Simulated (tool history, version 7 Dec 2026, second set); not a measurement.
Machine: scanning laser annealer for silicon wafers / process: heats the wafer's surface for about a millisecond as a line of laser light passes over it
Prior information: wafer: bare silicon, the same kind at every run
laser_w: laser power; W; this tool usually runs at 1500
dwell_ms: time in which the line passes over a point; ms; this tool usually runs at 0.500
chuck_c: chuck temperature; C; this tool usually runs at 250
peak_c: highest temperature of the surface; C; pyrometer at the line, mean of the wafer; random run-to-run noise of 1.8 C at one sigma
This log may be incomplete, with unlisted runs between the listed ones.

run	hour	laser_w	dwell_ms	chuck_c	peak_c
1	0.0	1500	0.500	250	934
2	31.0	1636	0.500	250	989
3	76.0	1636	0.500	250	985
4	117.0	1636	0.500	250	988
5	152.6	1636	0.500	250	985
# hour 161.0: optics aligned, line set to its width
6	206.8	1500	0.500	247	924
7	238.8	1281	0.573	242	880
8	261.9	1281	0.573	242	880
9	300.4	1537	0.389	212	810
10	326.2	1591	0.571	212	981
11	352.5	1591	0.571	212	981
12	402.7	1567	0.500	275	975

Each row is a separate what-if for the run after 12, all from the same tool condition, not one after another. Results?
A	454.3	1386	0.408	244	?
B	454.3	1567	0.483	275	?
C	454.3	1383	0.356	275	?

run	peak_c
A	799
B	961
C	785
Without the tool's hidden state the same runs would have given:
run	peak_c
A	827
B	996
C	811

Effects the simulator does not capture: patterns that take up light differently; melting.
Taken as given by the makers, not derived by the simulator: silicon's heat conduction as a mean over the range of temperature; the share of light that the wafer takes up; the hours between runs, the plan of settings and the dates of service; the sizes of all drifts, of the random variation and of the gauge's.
